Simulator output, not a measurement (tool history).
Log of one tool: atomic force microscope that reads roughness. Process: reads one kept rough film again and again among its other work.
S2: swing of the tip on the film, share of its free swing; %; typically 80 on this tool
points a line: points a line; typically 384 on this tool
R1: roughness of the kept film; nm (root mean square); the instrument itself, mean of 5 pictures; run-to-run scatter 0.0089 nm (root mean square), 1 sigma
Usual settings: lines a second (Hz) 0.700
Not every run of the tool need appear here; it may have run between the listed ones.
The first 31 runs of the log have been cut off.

Run 32, hour 1769.4: usual settings but lines a second (Hz) 3.472, S2 66 %, points a line 303. Result: R1 1.845 nm (root mean square).
At hour 1785.9: new tip fitted.
Run 33, hour 1831.2: usual settings but lines a second (Hz) 3.472, S2 66 %, points a line 303. Result: R1 1.857 nm (root mean square).
Run 34, hour 1891.0: usual settings but lines a second (Hz) 3.472, S2 66 %, points a line 303. Result: R1 1.836 nm (root mean square).
At hour 1898.3: new tip fitted.
At hour 1924.8: height scale calibrated on a step standard.
Run 35, hour 1957.8: usual settings but lines a second (Hz) 3.472, S2 66 %, points a line 303. Result: R1 1.891 nm (root mean square).
Run 36, hour 2000.5: usual settings but lines a second (Hz) 0.633, S2 68 %. Result: R1 2.039 nm (root mean square).
At hour 2014.1: new tip fitted.
Run 37, hour 2068.5: usual settings but lines a second (Hz) 0.594, S2 88 %, points a line 667. Result: R1 1.981 nm (root mean square).
At hour 2124.4: new tip fitted.
Run 38, hour 2128.1: usual settings but lines a second (Hz) 2.201, S2 88 %, points a line 670. Result: R1 1.735 nm (root mean square).
Run 39, hour 2182.1: usual settings but lines a second (Hz) 1.581, S2 70 %, points a line 557. Result: R1 1.972 nm (root mean square).
At hour 2235.1: new tip fitted.
Run 40, hour 2244.4: usual settings but lines a second (Hz) 1.581, S2 70 %, points a line 557. Result: R1 1.991 nm (root mean square).
Run 41, hour 2283.7: usual settings but S2 83 %, points a line 302. Result: R1 2.020 nm (root mean square).
At hour 2346.1: new tip fitted.
Run 42, hour 2362.3: usual settings but S2 83 %, points a line 302. Result: R1 2.001 nm (root mean square).
Run 43, hour 2410.0: usual settings but S2 83 %, points a line 302. Result: R1 1.979 nm (root mean square).
Run 44, hour 2448.3: usual settings but lines a second (Hz) 1.033, S2 87 %, points a line 711. Result: R1 1.899 nm (root mean square).
At hour 2458.6: new tip fitted.
Run 45, hour 2492.8: usual settings but lines a second (Hz) 0.758, S2 64 %, points a line 495. Result: R1 2.075 nm (root mean square).
Run 46, hour 2537.9: usual settings but lines a second (Hz) 0.758, S2 64 %, points a line 495. Result: R1 2.042 nm (root mean square).
At hour 2571.5: new tip fitted.
Run 47, hour 2571.5: usual settings but lines a second (Hz) 0.758, S2 64 %, points a line 326. Result: R1 2.082 nm (root mean square).
Run 48, hour 2620.7: usual settings but S2 82 %. Result: R1 1.990 nm (root mean square).

Consider 5 possible next runs. They are alternatives, not a sequence: every one starts from the tool as it was left by run 48. What does each give?
Run A, hour 2675.9: usual settings but lines a second (Hz) 1.526. Result: R1 ?.
Run B, hour 2675.9: usual settings but lines a second (Hz) 1.422, S2 82 %, points a line 604. Result: R1 ?.
Run C, hour 2675.9: usual settings but S2 75 %, points a line 738. Result: R1 ?.
Run D, hour 2675.9: usual settings but lines a second (Hz) 2.746, S2 71 %, points a line 870. Result: R1 ?.
Run E, hour 2675.9: usual settings but lines a second (Hz) 0.577, S2 88 %, points a line 902. Result: R1 ?.

run     R1
  A  1.872
  B  1.867
  C  2.005
  D  1.855
  E  1.975
With the hidden condition removed and each run's random variation left untouched, the same runs would have given:
run     R1
  A  1.930
  B  1.925
  C  2.067
  D  1.912
  E  2.037

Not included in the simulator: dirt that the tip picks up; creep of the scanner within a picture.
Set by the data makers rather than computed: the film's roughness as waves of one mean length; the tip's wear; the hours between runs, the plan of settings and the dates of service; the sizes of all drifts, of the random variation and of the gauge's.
